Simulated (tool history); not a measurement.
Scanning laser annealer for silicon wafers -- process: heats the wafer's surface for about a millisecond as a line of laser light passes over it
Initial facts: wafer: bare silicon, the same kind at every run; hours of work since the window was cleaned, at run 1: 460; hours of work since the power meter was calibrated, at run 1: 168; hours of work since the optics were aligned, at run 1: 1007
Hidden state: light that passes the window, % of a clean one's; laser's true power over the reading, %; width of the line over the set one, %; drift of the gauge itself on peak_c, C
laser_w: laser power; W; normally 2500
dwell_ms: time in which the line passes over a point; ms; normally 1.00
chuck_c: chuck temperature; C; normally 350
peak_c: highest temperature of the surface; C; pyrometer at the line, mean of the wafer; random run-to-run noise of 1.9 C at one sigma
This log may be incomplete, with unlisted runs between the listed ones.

run	day	laser_w	dwell_ms	chuck_c	hours of work since the window was cleaned	hours of work since the power meter was calibrated	hours of work since the optics were aligned	peak_c
1	0.000	2500	1.00	350	460	168	1007	1053
2	0.479	2500	1.00	350	465	173	1012	1052
3	0.775	2500	1.00	350	468	176	1015	1052
4	1.342	2500	1.00	350	474	182	1021	1051
5	1.842	2500	1.00	350	479	187	1026	1050
6	2.129	2500	1.00	350	482	190	1029	1053
7	2.558	2500	1.00	350	486	194	1033	1051
8	2.829	2500	1.00	350	489	197	1036	1053
9	3.229	2500	1.00	350	493	201	1040	1053
10	3.600	2500	1.00	350	497	205	1044	1050
11	3.883	2500	1.00	350	500	208	1047	1049
12	4.300	2591	1.00	350	504	212	1051	1081
13	4.725	2591	1.00	350	508	217	1056	1078
14	5.188	2500	1.18	350	513	221	1060	1104
15	5.742	2500	0.87	328	519	227	1066	986
# day 5.904: laser's power meter calibrated
16	6.121	2500	0.87	328	521	2	1069	984
17	6.512	2500	0.87	328	525	6	1073	983
18	6.888	2500	0.87	328	529	10	1076	982
# day 7.458: laser's power meter calibrated, once more
19	7.504	2326	1.00	350	534	0	1081	987

Predict the results of run 20:
20	7.888	2146	0.73	311	538	4	1085	?

Run 20 came out at peak_c 817 C.
Without the tool's hidden state the same run would have given peak_c 864 C.
